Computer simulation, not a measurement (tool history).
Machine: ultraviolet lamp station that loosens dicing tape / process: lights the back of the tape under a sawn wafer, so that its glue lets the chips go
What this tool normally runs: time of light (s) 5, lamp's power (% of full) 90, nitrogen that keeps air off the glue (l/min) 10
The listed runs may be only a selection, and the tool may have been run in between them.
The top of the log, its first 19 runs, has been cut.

| run | hour | time of light (s) | lamp's power (% of full) | nitrogen that keeps air off the glue (l/min) | hours of work of the lamp | hours of work since the window was cleaned | force that peels the tape off (N) | light that reached the tape (mJ/cm²) |
|---|---|---|---|---|---|---|---|---|
| 20 | 1273.6 | 5 | 90 | 10 | 91 | 410 | 0.312 | 435 |
|  | 1327.0 | window cleaned of glue's vapour |
| 21 | 1346.6 | 8 | 90 | 10 | 121 | 8 | 0.189 | 770 |
| 22 | 1401.7 | 5 | 90 | 10 | 144 | 31 | 0.275 | 474 |
| 23 | 1462.6 | 2 | 73 | 10 | 169 | 57 | 1.204 | 151 |
| 24 | 1517.6 | 3 | 90 | 8 | 192 | 80 | 0.665 | 273 |
| 25 | 1612.6 | 3 | 90 | 8 | 232 | 119 | 0.710 | 257 |
| 26 | 1699.0 | 3 | 83 | 8 | 268 | 155 | 0.781 | 232 |
| 27 | 1756.1 | 6 | 90 | 19 | 292 | 179 | 0.215 | 500 |
| 28 | 1822.0 | 6 | 90 | 19 | 320 | 207 | 0.235 | 488 |
| 29 | 1889.1 | 5 | 99 | 10 | 348 | 235 | 0.315 | 431 |
| 30 | 1948.7 | 3 | 73 | 5 | 372 | 260 | 1.242 | 186 |
| 31 | 1998.5 | 8 | 69 | 14 | 393 | 280 | 0.249 | 463 |
| 32 | 2094.0 | 8 | 90 | 10 | 433 | 320 | 0.221 | 581 |
| 33 | 2135.1 | 6 | 80 | 10 | 450 | 337 | 0.359 | 374 |
| 34 | 2212.8 | 8 | 90 | 9 | 483 | 370 | 0.235 | 556 |
| 35 | 2284.0 | 2 | 90 | 9 | 512 | 400 | 1.299 | 136 |
| 36 | 2343.7 | 2 | 90 | 9 | 537 | 425 | 1.398 | 134 |
|  | 2363.3 | window cleaned of glue's vapour |
| 37 | 2394.9 | 4 | 80 | 12 | 559 | 13 | 0.595 | 261 |
| 38 | 2454.3 | 4 | 80 | 6 | 583 | 38 | 0.815 | 254 |
| 39 | 2509.6 | 4 | 80 | 6 | 606 | 61 | 0.827 | 246 |
| 40 | 2555.3 | 4 | 80 | 15 | 626 | 80 | 0.623 | 240 |
| 41 | 2649.5 | 4 | 80 | 15 | 665 | 120 | 0.642 | 237 |

Forecast run 42:
|  | 2671.2 | lamp changed |
| 42 | 2716.9 | 7 | 74 | 10 | 19 | 147 | ? | ? |

{"run 42": {"force that peels the tape off (N)": 0.227, "light that reached the tape (mJ/cm²)": 565}}
With no hidden state in the tool, this same run would have given force that peels the tape off (N) 0.216, light that reached the tape (mJ/cm²) 598.
